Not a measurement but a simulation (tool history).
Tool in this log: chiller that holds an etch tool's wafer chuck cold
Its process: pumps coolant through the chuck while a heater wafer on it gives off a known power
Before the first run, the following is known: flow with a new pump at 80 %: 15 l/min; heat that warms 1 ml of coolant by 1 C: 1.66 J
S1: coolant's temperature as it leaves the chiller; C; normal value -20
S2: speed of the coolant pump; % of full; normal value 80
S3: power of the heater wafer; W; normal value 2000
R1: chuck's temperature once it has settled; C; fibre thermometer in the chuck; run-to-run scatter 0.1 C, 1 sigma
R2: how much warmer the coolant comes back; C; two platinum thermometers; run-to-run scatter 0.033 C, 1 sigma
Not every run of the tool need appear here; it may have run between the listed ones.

run     day   S1  S2    S3     R1    R2
  1   0.000  -20  80  2000   -7.1  4.85
  2   1.017  -20  80  2000   -7.2  4.87
  3   2.529  -20  80  2000   -7.1  4.82
  4   3.475  -20  80  2000   -7.1  4.80
  5   4.708  -20  80  2000   -7.0  4.80
  6   6.071  -20  80  2000   -7.0  4.76
  7   8.233  -20  80  2000   -7.1  4.73
  8   9.825  -20  80  2000   -6.9  4.69
  9  11.408  -20  83  2000   -7.5  4.51
 10  13.138  -20  83  2000   -7.5  4.48
 11  15.100  -20  83  2000   -7.3  4.50
 12  16.333  -20  83  2000   -7.5  4.45
 13  18.154  -20  83  2000   -7.6  4.37
 14  19.383  -20  83  2000   -7.5  4.44
 15  20.671  -20  83  2000   -7.5  4.34
 16  22.658  -20  83  2000   -7.4  4.37
 17  24.225  -22  80  1277  -13.8  2.81
 18  25.854  -22  80  1553  -12.0  3.46
 19  27.608  -29  80  2000  -16.1  4.53
 20  28.654  -29  80  2000  -16.0  4.46
 21  30.254  -29  80  2000  -16.0  4.51
     30.746  -- gauge calibrated
 22  31.375  -20  91  1996   -8.4  4.16
 23  33.221  -24  80  2000  -11.1  4.74
 24  34.967  -13  61  2000    3.1  6.60
 25  36.083  -24  79  2000  -10.7  4.85
 26  37.508  -24  79  2000  -10.9  4.85
 27  39.108  -24  79  2000  -11.0  4.76
 28  40.496  -24  79  2000  -10.9  4.77
 29  41.896  -18  75  1203   -9.7  3.00
 30  44.012  -20  88  2126   -7.3  4.43
 31  45.138  -20  91  2758   -3.9  5.59
 32  47.300  -20  80  2834   -1.7  6.60

For each run, the measured value with the value that run would have given without the tool's hidden condition subtracted. The run-to-run variation is shared by both, the gauge scatter possibly not:
Hidden state present: heat passed by the chuck's channels, % of clean ones'; flow at a given pump speed, % of a new pump's; coolant's true temperature over the reading, C; drift of the gauge itself on chuck_c, C; drift of the gauge itself on warmer_back_c, C.
run     R2
  1  +0.00
  2  -0.01
  3  -0.03
  4  -0.04
  5  -0.05
  6  -0.06
  7  -0.09
  8  -0.11
  9  -0.12
 10  -0.15
 11  -0.17
 12  -0.18
 13  -0.20
 14  -0.21
 15  -0.22
 16  -0.24
 17  -0.26
 18  -0.28
 19  -0.30
 20  -0.31
 21  -0.33
 22  -0.01
 23  -0.02
 24  -0.05
 25  -0.06
 26  -0.07
 27  -0.09
 28  -0.11
 29  -0.12
 30  -0.14
 31  -0.15
 32  -0.18
R1 without the hidden state stays within 0.1 C of what was measured, in all runs.
